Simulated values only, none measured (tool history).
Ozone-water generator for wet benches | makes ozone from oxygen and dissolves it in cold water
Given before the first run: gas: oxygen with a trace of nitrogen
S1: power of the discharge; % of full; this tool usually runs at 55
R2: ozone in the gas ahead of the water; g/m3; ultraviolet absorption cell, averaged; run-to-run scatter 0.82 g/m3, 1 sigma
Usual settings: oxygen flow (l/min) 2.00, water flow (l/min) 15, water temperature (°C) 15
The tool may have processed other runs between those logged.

Run 1, hour 0.0: usual settings. Result: dissolved ozone (ppm) 6.90, R2 129.5 g/m3.
Run 2, hour 79.9: usual settings. Result: dissolved ozone (ppm) 6.83, R2 129.9 g/m3.
Run 3, hour 148.3: usual settings but oxygen flow (l/min) 2.37. Result: dissolved ozone (ppm) 7.15, R2 118.9 g/m3.
Run 4, hour 243.3: usual settings but oxygen flow (l/min) 2.37. Result: dissolved ozone (ppm) 7.26, R2 119.3 g/m3.
Run 5, hour 299.6: usual settings but oxygen flow (l/min) 2.37. Result: dissolved ozone (ppm) 7.13, R2 119.2 g/m3.
Run 6, hour 370.8: usual settings but oxygen flow (l/min) 2.37. Result: dissolved ozone (ppm) 7.18, R2 118.6 g/m3.
Run 7, hour 431.6: usual settings but water flow (l/min) 22. Result: dissolved ozone (ppm) 4.68, R2 128.2 g/m3.
Run 8, hour 537.6: usual settings. Result: dissolved ozone (ppm) 6.83, R2 129.5 g/m3.
Run 9, hour 589.5: usual settings. Result: dissolved ozone (ppm) 6.85, R2 127.4 g/m3.
Run 10, hour 647.4: usual settings but water temperature (°C) 9. Result: dissolved ozone (ppm) 7.17, R2 128.3 g/m3.
Run 11, hour 754.0: usual settings but oxygen flow (l/min) 1.39. Result: dissolved ozone (ppm) 6.02, R2 150.9 g/m3.
Run 12, hour 798.8: usual settings but oxygen flow (l/min) 1.39. Result: dissolved ozone (ppm) 6.19, R2 150.8 g/m3.
Run 13, hour 898.1: usual settings but oxygen flow (l/min) 1.39. Result: dissolved ozone (ppm) 6.21, R2 152.3 g/m3.
Run 14, hour 987.9: usual settings but S1 54 % of full, oxygen flow (l/min) 1.68, water flow (l/min) 20, water temperature (°C) 20. Result: dissolved ozone (ppm) 4.60, R2 137.7 g/m3.
Run 15, hour 1049.7: usual settings but S1 54 % of full, oxygen flow (l/min) 1.68, water flow (l/min) 20, water temperature (°C) 20. Result: dissolved ozone (ppm) 4.60, R2 136.3 g/m3.
Run 16, hour 1138.4: usual settings but S1 80 % of full, oxygen flow (l/min) 1.01, water temperature (°C) 9. Result: dissolved ozone (ppm) 6.70, R2 210.4 g/m3.
Run 17, hour 1229.5: usual settings but S1 48 % of full, oxygen flow (l/min) 2.24, water temperature (°C) 9. Result: dissolved ozone (ppm) 6.89, R2 112.7 g/m3.
Run 18, hour 1300.7: usual settings but oxygen flow (l/min) 1.87, water flow (l/min) 23. Result: dissolved ozone (ppm) 4.23, R2 131.7 g/m3.
Run 19, hour 1380.1: usual settings but S1 92 % of full, oxygen flow (l/min) 1.87. Result: dissolved ozone (ppm) 8.59, R2 169.1 g/m3.
At hour 1390.8: contactor cleaned.
Run 20, hour 1474.0: usual settings but oxygen flow (l/min) 1.14, water flow (l/min) 10, water temperature (°C) 22. Result: dissolved ozone (ppm) 7.97, R2 166.7 g/m3.
Run 21, hour 1541.2: usual settings but oxygen flow (l/min) 1.14, water flow (l/min) 10, water temperature (°C) 22. Result: dissolved ozone (ppm) 8.09, R2 164.1 g/m3.
Run 22, hour 1618.6: usual settings but oxygen flow (l/min) 1.50, water flow (l/min) 10. Result: dissolved ozone (ppm) 9.13, R2 145.1 g/m3.
At hour 1628.7: contactor cleaned, once more.
Run 23, hour 1710.1: usual settings but S1 87 % of full, water temperature (°C) 7. Result: dissolved ozone (ppm) 9.09, R2 158.9 g/m3.
Run 24, hour 1807.1: usual settings but S1 87 % of full, water temperature (°C) 7. Result: dissolved ozone (ppm) 9.21, R2 158.1 g/m3.
Run 25, hour 1852.6: usual settings but S1 52 % of full, oxygen flow (l/min) 1.04, water flow (l/min) 11, water temperature (°C) 9. Result: dissolved ozone (ppm) 7.80, R2 167.1 g/m3.
Run 26, hour 1907.8: usual settings but S1 54 % of full, oxygen flow (l/min) 1.41, water flow (l/min) 12, water temperature (°C) 19. Result: dissolved ozone (ppm) 7.48, R2 146.5 g/m3.

Forecast each of these 5 alternatives for the next run:
Run A, hour 1959.2: usual settings but S1 87 % of full, oxygen flow (l/min) 1.41, water flow (l/min) 12, water temperature (°C) 19. Result: dissolved ozone (ppm) ?, R2 ?.
Run B, hour 1959.2: usual settings but S1 97 % of full, oxygen flow (l/min) 1.39, water flow (l/min) 12, water temperature (°C) 19. Result: dissolved ozone (ppm) ?, R2 ?.
Run C, hour 1959.2: usual settings but S1 71 % of full, oxygen flow (l/min) 1.66, water temperature (°C) 16. Result: dissolved ozone (ppm) ?, R2 ?.
Run D, hour 1959.2: usual settings but S1 46 % of full, oxygen flow (l/min) 1.41, water flow (l/min) 12, water temperature (°C) 14. Result: dissolved ozone (ppm) ?, R2 ?.
Run E, hour 1959.2: usual settings but oxygen flow (l/min) 1.41, water flow (l/min) 18. Result: dissolved ozone (ppm) ?, R2 ?.

run  dissolved ozone (ppm)     R2
  A                   9.24  186.3
  B                   9.81  196.1
  C                   7.20  156.5
  D                   7.08  135.0
  E                   5.03  149.5
The same runs, with their run-to-run variation unchanged, on a tool lacking any hidden condition would have given:
run  dissolved ozone (ppm)     R2
  A                   9.66  193.1
  B                  10.27  203.6
  C                   7.51  161.7
  D                   7.32  138.6
  E                   5.23  153.9
